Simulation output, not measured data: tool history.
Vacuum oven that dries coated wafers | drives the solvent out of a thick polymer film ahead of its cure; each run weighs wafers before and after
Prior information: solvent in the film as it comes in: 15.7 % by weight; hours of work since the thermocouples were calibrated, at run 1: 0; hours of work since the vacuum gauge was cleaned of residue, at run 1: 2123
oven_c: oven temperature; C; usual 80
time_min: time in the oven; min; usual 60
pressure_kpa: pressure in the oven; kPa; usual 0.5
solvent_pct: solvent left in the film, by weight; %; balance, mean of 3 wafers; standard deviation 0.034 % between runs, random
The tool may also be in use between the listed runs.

| run | hour | oven_c | time_min | pressure_kpa | hours of work since the thermocouples were calibrated | hours of work since the vacuum gauge was cleaned of residue | solvent_pct |
|---|---|---|---|---|---|---|---|
| 1 | 0 | 80 | 60 | 0.5 | 0 | 2123 | 2.35 |
| 2 | 76.6 | 80 | 60 | 0.5 | 59 | 2182 | 2.38 |
| 3 | 135.8 | 80 | 60 | 0.5 | 104 | 2227 | 2.38 |
| 4 | 186 | 80 | 60 | 0.58 | 142 | 2265 | 2.34 |
| 5 | 248.2 | 80 | 60 | 0.58 | 190 | 2313 | 2.4 |
| 6 | 354.3 | 80 | 86 | 0.5 | 271 | 2394 | 1.23 |
| 7 | 471.6 | 66 | 60 | 0.5 | 361 | 2484 | 6.5 |
| 8 | 569.2 | 80 | 60 | 0.5 | 435 | 2558 | 2.37 |
| 9 | 648.5 | 80 | 60 | 0.5 | 496 | 2619 | 2.3 |
|  | 722.7 | vacuum gauge cleaned of residue and calibrated |
| 10 | 762.2 | 94 | 60 | 0.5 | 582 | 30 | 0.4 |
| 11 | 868.7 | 94 | 60 | 0.5 | 663 | 112 | 0.38 |
| 12 | 956.7 | 94 | 60 | 0.5 | 730 | 179 | 0.3 |
|  | 981 | oven's thermocouples calibrated |
| 13 | 1074.9 | 80 | 60 | 0.5 | 72 | 268 | 2.3 |
| 14 | 1176.6 | 80 | 60 | 0.5 | 150 | 346 | 2.32 |
| 15 | 1225.1 | 70 | 39 | 1.701 | 187 | 383 | 7.55 |
| 16 | 1272.8 | 86 | 32 | 0.61 | 223 | 419 | 3.36 |
| 17 | 1390.6 | 80 | 65 | 0.75 | 313 | 509 | 2.15 |
| 18 | 1504.5 | 80 | 60 | 0.419 | 400 | 596 | 2.3 |
| 19 | 1571.8 | 80 | 80 | 1.992 | 452 | 648 | 2.14 |
| 20 | 1673.5 | 95 | 80 | 1.992 | 529 | 725 | 0.61 |
| 21 | 1750.1 | 73 | 80 | 0.663 | 588 | 784 | 3.1 |
| 22 | 1845.4 | 74 | 81 | 0.548 | 661 | 857 | 2.71 |
| 23 | 1897.2 | 74 | 81 | 0.548 | 701 | 897 | 2.71 |
|  | 1964.1 | oven's thermocouples calibrated |
| 24 | 2004 | 74 | 81 | 0.548 | 30 | 977 | 2.77 |
| 25 | 2085.9 | 81 | 79 | 0.979 | 93 | 1039 | 1.42 |
| 26 | 2135.3 | 81 | 34 | 0.679 | 131 | 1077 | 4.44 |
| 27 | 2249.1 | 85 | 40 | 0.5 | 218 | 1164 | 2.68 |
| 28 | 2315.6 | 87 | 99 | 0.852 | 269 | 1215 | 0.43 |

Entry by entry between the runs, the difference in hidden state between the last listed run before and the first listed run after:
Logged between run 9 and run 10: vacuum gauge cleaned of residue and calibrated (hour 722.7)
  true pressure over the reading, kPa: 0.046 -> -0.001
Logged between run 12 and run 13: oven's thermocouples calibrated (hour 981)
  true wafer temperature over the reading, C: 0.03 -> 0.01; true pressure over the reading, kPa: 0.002 -> 0.004
Logged between run 23 and run 24: oven's thermocouples calibrated (hour 1964.1)
  true wafer temperature over the reading, C: 0.04 -> 0; true pressure over the reading, kPa: 0.015 -> 0.017
